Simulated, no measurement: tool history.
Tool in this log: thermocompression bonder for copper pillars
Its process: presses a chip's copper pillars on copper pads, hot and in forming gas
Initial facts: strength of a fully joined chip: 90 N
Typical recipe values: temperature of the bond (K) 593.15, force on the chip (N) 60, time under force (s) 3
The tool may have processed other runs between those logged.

run,hour,temperature of the bond (K),force on the chip (N),time under force (s),force that shears a chip off (N)
1,0.0,593.15,60,3,61.0
2,8.4,593.15,60,3,60.7
3,18.0,593.15,60,9,76.2
4,32.8,593.15,60,9,76.6
5,45.8,593.15,60,9,75.0
6,52.2,593.15,60,9,76.5
7,61.0,593.15,83,9,84.4
8,73.4,593.15,83,9,81.9
9,84.0,593.15,60,3,60.3
10,95.4,590.15,60,3,59.2
11,101.8,590.15,60,3,58.7
12,109.4,590.15,60,3,59.1
13,123.7,590.15,60,3,59.3
14,139.5,590.15,60,3,59.6
15,147.6,622.15,60,3,71.6
16,159.6,593.15,66,3,64.6
17,171.9,593.15,60,3,61.8
18,187.8,593.15,44,3,47.5
19,195.1,593.15,44,3,49.2
20,205.9,593.15,44,3,47.7
21,215.1,593.15,44,3,49.2
22,224.6,591.15,61,4,64.5
23,234.6,591.15,61,4,65.0
24,246.9,580.15,38,4,39.8
# hour 250.3: forming gas filter changed
25,262.0,580.15,38,4,42.4
26,274.0,593.15,69,8,79.6
27,288.1,593.15,59,3,63.5
28,296.7,593.15,46,3,51.9
29,312.6,593.15,74,8,82.0
30,324.9,600.15,62,4,72.2
31,339.9,600.15,62,4,71.7
32,354.6,615.15,60,3,72.5
33,363.8,571.15,87,2,61.1
34,371.0,583.15,45,2,40.4
35,377.8,619.15,51,3,68.3
36,386.0,619.15,51,3,68.1
37,399.6,617.15,40,3,57.4
38,415.0,595.15,54,9,75.6
39,421.7,571.15,86,3,69.1
40,430.4,571.15,63,3,54.2

3 ways to go on from here, each from the tool as it stands after run 40. What would each give?
A,438.4,612.15,60,8,?
B,438.4,593.15,60,5,?
C,438.4,621.15,60,9,?

run,force that shears a chip off (N)
A,80.4
B,69.6
C,83.8
With no hidden state in the tool, these same runs would have given:
run,force that shears a chip off (N)
A,80.2
B,67.1
C,84.4

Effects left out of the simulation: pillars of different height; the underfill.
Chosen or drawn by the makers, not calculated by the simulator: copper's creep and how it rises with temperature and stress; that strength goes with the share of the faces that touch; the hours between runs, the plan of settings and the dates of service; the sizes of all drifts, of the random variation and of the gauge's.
